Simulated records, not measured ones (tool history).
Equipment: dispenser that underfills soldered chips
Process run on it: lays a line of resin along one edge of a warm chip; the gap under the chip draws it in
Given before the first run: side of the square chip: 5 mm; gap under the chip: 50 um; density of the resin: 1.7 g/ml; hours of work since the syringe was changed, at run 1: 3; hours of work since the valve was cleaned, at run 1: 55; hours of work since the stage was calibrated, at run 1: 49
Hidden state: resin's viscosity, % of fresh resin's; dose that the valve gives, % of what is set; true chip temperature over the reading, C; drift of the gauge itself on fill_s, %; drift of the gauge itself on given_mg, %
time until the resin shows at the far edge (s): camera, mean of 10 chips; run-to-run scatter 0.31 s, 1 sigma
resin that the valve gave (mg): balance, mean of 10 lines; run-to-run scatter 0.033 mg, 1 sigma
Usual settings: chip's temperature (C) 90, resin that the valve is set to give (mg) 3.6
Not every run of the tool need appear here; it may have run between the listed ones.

run	hour	chip's temperature (C)	resin that the valve is set to give (mg)	hours of work since the syringe was changed	hours of work since the valve was cleaned	hours of work since the stage was calibrated	time until the resin shows at the far edge (s)	resin that the valve gave (mg)
1	0.0	90	3.6	3	55	49	11.4	3.44
2	5.7	100	3.6	7	59	53	10.2	3.41
3	9.1	90	3.6	9	61	56	17.7	3.43
4	11.8	90	3.6	11	63	58	19.9	3.43
# hour 13.0: new syringe of resin
5	18.1	80	3.6	4	67	62	17.6	3.46
6	21.6	80	3.6	6	70	64	21.5	3.37
7	24.6	79	3.6	8	72	66	24.9	3.38
8	29.1	75	3.6	11	75	69	36.1	3.34
# hour 30.2: new syringe of resin
9	31.9	104	3.6	1	77	71	6.0	3.34
10	35.5	90	3.6	4	79	74	11.8	3.32
11	38.5	90	3.6	6	81	76	13.6	3.37
12	43.6	90	3.6	9	85	79	16.6	3.34
# hour 47.1: new syringe of resin
13	48.5	90	3.6	1	88	83	10.0	3.29
14	53.4	90	3.6	4	92	86	12.5	3.31
15	59.0	77	3.6	8	96	90	26.6	3.29
# hour 63.9: new syringe of resin
16	64.6	77	3.6	1	99	94	16.0	3.29
17	67.9	77	3.6	3	102	96	19.2	3.31
18	72.0	87	3.6	6	105	99	15.3	3.26

Run 19, settings as shown, results not yet in. Your forecast:
# hour 76.1: dispensing valve cleaned and set on the balance
19	76.3	81	3.6	8	0	101	?	?

Run 19 produced time until the resin shows at the far edge (s) 22.8, resin that the valve gave (mg) 3.55.
On a tool with no hidden condition, and with the same random variation, this run would have come out at time until the resin shows at the far edge (s) 13.0, resin that the valve gave (mg) 3.55.

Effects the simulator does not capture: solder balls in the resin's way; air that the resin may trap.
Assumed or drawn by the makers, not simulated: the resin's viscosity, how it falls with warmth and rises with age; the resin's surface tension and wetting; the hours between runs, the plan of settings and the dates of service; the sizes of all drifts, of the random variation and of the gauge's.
